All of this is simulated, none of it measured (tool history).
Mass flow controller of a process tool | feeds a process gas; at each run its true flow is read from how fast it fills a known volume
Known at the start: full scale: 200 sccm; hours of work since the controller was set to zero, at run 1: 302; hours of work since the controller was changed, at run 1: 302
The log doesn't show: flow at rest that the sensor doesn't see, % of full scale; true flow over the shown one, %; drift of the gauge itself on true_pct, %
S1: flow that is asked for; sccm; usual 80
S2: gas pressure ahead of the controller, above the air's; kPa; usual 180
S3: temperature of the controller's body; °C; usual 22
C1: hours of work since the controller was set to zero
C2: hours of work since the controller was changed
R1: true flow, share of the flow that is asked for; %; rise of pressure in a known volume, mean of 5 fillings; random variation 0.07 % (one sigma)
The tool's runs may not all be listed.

{"run": 1, "hour": 0.0, "S1": 80, "S2": 180, "S3": 22, "C1": 302, "C2": 302, "R1": 97.81}
{"run": 2, "hour": 239.4, "S1": 80, "S2": 197, "S3": 22, "C1": 441, "C2": 441, "R1": 97.56}
{"run": 3, "hour": 395.8, "S1": 80, "S2": 180, "S3": 22, "C1": 532, "C2": 532, "R1": 97.62}
{"run": 4, "hour": 567.4, "S1": 30, "S2": 180, "S3": 22, "C1": 631, "C2": 631, "R1": 95.46}
{"run": 5, "hour": 923.9, "S1": 30, "S2": 180, "S3": 22, "C1": 838, "C2": 838, "R1": 94.88}
{"run": 6, "hour": 1257.4, "S1": 30, "S2": 180, "S3": 22, "C1": 1031, "C2": 1031, "R1": 94.63}
{"run": 7, "hour": 1526.7, "S1": 30, "S2": 180, "S3": 22, "C1": 1187, "C2": 1187, "R1": 94.16}
{"run": 8, "hour": 1711.2, "S1": 80, "S2": 180, "S3": 22, "C1": 1294, "C2": 1294, "R1": 96.55}
{"hour": 1733.7, "done": "controller's zero set anew"}
{"run": 9, "hour": 1965.3, "S1": 80, "S2": 180, "S3": 22, "C1": 134, "C2": 1441, "R1": 96.14}
{"run": 10, "hour": 2321.8, "S1": 80, "S2": 180, "S3": 22, "C1": 341, "C2": 1647, "R1": 95.83}
{"run": 11, "hour": 2506.2, "S1": 80, "S2": 144, "S3": 22, "C1": 448, "C2": 1754, "R1": 95.89}
{"run": 12, "hour": 2861.0, "S1": 80, "S2": 144, "S3": 22, "C1": 653, "C2": 1960, "R1": 95.42}
{"run": 13, "hour": 3094.0, "S1": 80, "S2": 180, "S3": 27, "C1": 788, "C2": 2095, "R1": 94.73}
{"hour": 3340.6, "done": "controller's zero set anew, once more"}
{"run": 14, "hour": 3421.0, "S1": 80, "S2": 204, "S3": 27, "C1": 47, "C2": 2284, "R1": 96.37}

The next listed run, before its measurement:
{"run": 15, "hour": 3702.0, "S1": 80, "S2": 204, "S3": 27, "C1": 209, "C2": 2447, "R1": "?"}

Run 15 gave R1 96.17 %.
Without the tool's hidden state the same run would have given R1 98.04 %.
